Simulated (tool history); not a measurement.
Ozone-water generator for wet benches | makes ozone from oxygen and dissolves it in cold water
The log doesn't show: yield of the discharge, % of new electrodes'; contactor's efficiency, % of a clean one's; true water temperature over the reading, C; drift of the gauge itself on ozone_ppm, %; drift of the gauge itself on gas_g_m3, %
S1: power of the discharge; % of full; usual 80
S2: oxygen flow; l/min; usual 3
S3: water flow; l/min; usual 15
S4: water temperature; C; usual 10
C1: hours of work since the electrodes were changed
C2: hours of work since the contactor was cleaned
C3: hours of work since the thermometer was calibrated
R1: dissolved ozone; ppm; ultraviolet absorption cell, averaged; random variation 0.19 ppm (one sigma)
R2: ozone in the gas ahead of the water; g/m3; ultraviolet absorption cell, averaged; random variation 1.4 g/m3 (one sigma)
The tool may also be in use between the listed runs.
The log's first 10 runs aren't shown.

run 11 hour=230.9 | S1=80 S2=1.56 S3=12 S4=10 | C1=715 C2=182 C3=715 | R1=25.7 R2=327.8
run 12 hour=244.6 | S1=80 S2=1.56 S3=12 S4=10 | C1=728 C2=194 C3=728 | R1=25.6 R2=331.1
run 13 hour=259.1 | S1=80 S2=1.56 S3=12 S4=10 | C1=741 C2=208 C3=741 | R1=25.6 R2=333
run 14 hour=288 | S1=80 S2=1.56 S3=12 S4=10 | C1=768 C2=235 C3=768 | R1=25.7 R2=333
run 15 hour=305.3 | S1=80 S2=3 S3=15 S4=10 | C1=784 C2=251 C3=784 | R1=25.7 R2=262.9
run 16 hour=329.1 | S1=93 S2=3 S3=15 S4=10 | C1=806 C2=273 C3=806 | R1=28.2 R2=286.8
run 17 hour=349.4 | S1=80 S2=3 S3=22 S4=10 | C1=825 C2=292 C3=825 | R1=17.2 R2=260.8
run 18 hour=366.7 | S1=80 S2=3 S3=23 S4=10 | C1=841 C2=308 C3=841 | R1=15.9 R2=259.4
run 19 hour=396.8 | S1=80 S2=3 S3=23 S4=10 | C1=869 C2=336 C3=869 | R1=15.7 R2=254.9
run 20 hour=411.4 | S1=80 S2=1.78 S3=11 S4=14 | C1=883 C2=350 C3=883 | R1=28.5 R2=309.8
run 21 hour=439.7 | S1=80 S2=3.3 S3=15 S4=10 | C1=909 C2=376 C3=909 | R1=26 R2=250.9
run 22 hour=463.3 | S1=80 S2=3.3 S3=15 S4=10 | C1=931 C2=398 C3=931 | R1=26.4 R2=249.4
run 23 hour=485.6 | S1=50 S2=2.44 S3=17 S4=12 | C1=952 C2=419 C3=952 | R1=15.1 R2=207.3
run 24 hour=515.9 | S1=50 S2=2 S3=17 S4=12 | C1=980 C2=447 C3=980 | R1=13.9 R2=224.6
run 25 hour=539.3 | S1=50 S2=2 S3=17 S4=12 | C1=1002 C2=468 C3=1002 | R1=14 R2=220.6
run 26 hour=570.2 | S1=50 S2=2.69 S3=17 S4=12 | C1=1031 C2=497 C3=1031 | R1=15.3 R2=198.7
run 27 hour=588.2 | S1=50 S2=2.69 S3=17 S4=12 | C1=1047 C2=514 C3=1047 | R1=15.7 R2=198.2
run 28 hour=616.7 | S1=80 S2=2.19 S3=15 S4=10 | C1=1074 C2=540 C3=1074 | R1=22.9 R2=289.6
run 29 hour=640.2 | S1=80 S2=2.19 S3=15 S4=10 | C1=1096 C2=562 C3=1096 | R1=22.8 R2=292.1
run 30 hour=665.4 | S1=80 S2=2.99 S3=12 S4=10 | C1=1119 C2=586 C3=1119 | R1=31.6 R2=257.6
run 31 hour=680.9 | S1=85 S2=3 S3=11 S4=17 | C1=1133 C2=600 C3=1133 | R1=32.3 R2=269.4
run 32 hour=694.2 | S1=59 S2=2.04 S3=11 S4=10 | C1=1146 C2=612 C3=1146 | R1=25.1 R2=244.3

4 ways to go on from here, each from the tool as it stands after run 32. What would each give?
run A hour=707.8 | S1=80 S2=5.19 S3=15 S4=10 | C1=1158 C2=625 C3=1158 | R1=? R2=?
run B hour=707.8 | S1=41 S2=2.19 S3=11 S4=17 | C1=1158 C2=625 C3=1158 | R1=? R2=?
run C hour=707.8 | S1=97 S2=2.04 S3=11 S4=10 | C1=1158 C2=625 C3=1158 | R1=? R2=?
run D hour=707.8 | S1=52 S2=2.07 S3=15 S4=10 | C1=1158 C2=625 C3=1158 | R1=? R2=?

run=A R1=28.7 R2=210.5
run=B R1=18.6 R2=186.3
run=C R1=34.8 R2=337.3
run=D R1=16.8 R2=222.7
Without the tool's hidden state the same runs would have given:
run=A R1=29.9 R2=217.8
run=B R1=19.1 R2=190.1
run=C R1=36.4 R2=350.3
run=D R1=17.4 R2=228.3
